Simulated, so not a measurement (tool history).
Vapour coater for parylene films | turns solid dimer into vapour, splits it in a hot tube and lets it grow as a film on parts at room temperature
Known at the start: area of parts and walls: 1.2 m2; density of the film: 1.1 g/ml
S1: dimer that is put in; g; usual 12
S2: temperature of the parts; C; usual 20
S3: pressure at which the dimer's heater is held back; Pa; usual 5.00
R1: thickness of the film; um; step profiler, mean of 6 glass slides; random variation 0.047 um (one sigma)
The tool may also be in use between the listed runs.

run   hour  S1  S2     S3     R1
  1    0.0  12  20   5.00   5.28
  2   17.9  12  20   5.00   5.26
  3   29.6  13  20   5.00   5.70
  4   47.4  13  20   5.00   5.66
  5   61.8  12  20   4.95   5.28
  6   78.2  12  20   4.95   5.21
  7   87.9  12  20   4.95   5.15
  8  108.1  12  20   4.95   5.13
  9  118.3  12  20   4.95   5.12
 10  138.2  12  20   4.95   5.11
 11  154.6  12  20   4.95   5.12
 12  168.0  12  20   7.05   4.88
 13  178.5  12  20   7.05   4.93
 14  190.7  12  20   5.00   5.10
 15  205.9  12  20   4.51   5.12
 16  216.9  12  20   4.51   5.16
 17  239.7  12  20   4.51   5.12
 18  259.0  12  20   5.00   5.04
     261.7  -- table's thermometer calibrated
 19  271.7  12  20   5.00   5.09
 20  289.7  12  20   5.00   5.02
 21  303.9   8  20   5.00   3.30
 22  315.2  13  20   2.81   5.78
     317.9  -- table's thermometer calibrated, once more
 23  335.9  13  20   2.81   5.83
 24  353.7  13  16  11.59   5.83
 25  365.6  21  13   3.28  12.87
 26  384.5   8  16   5.00   4.06
 27  400.1  11  20   4.11   4.68
 28  410.3  12  17   2.82   6.13
     432.0  -- trap's valve overhauled
 29  432.0  21  17  11.88   9.79
 30  446.3  20  27   9.28   5.91
 31  464.6  12  16   4.51   6.52
 32  485.2  19  20   4.51   8.61
 33  503.5  19  20   4.51   8.51
 34  516.9  19  17   8.36   9.12
 35  527.3  12  13  10.29   6.68
 36  537.7  12  13  10.29   6.67
 37  549.7  12  13  10.29   6.75
 38  563.1   8  13  10.29   4.47

Forecast each of these 3 alternatives for the next run:
  A  577.9  14  16  11.37   ?
  B  577.9   6  20   5.00   ?
  C  577.9   8  31   4.33   ?

run    R1
  A  6.63
  B  2.66
  C  2.16
Without the tool's hidden state the same runs would have given:
run    R1
  A  6.82
  B  2.74
  C  2.22
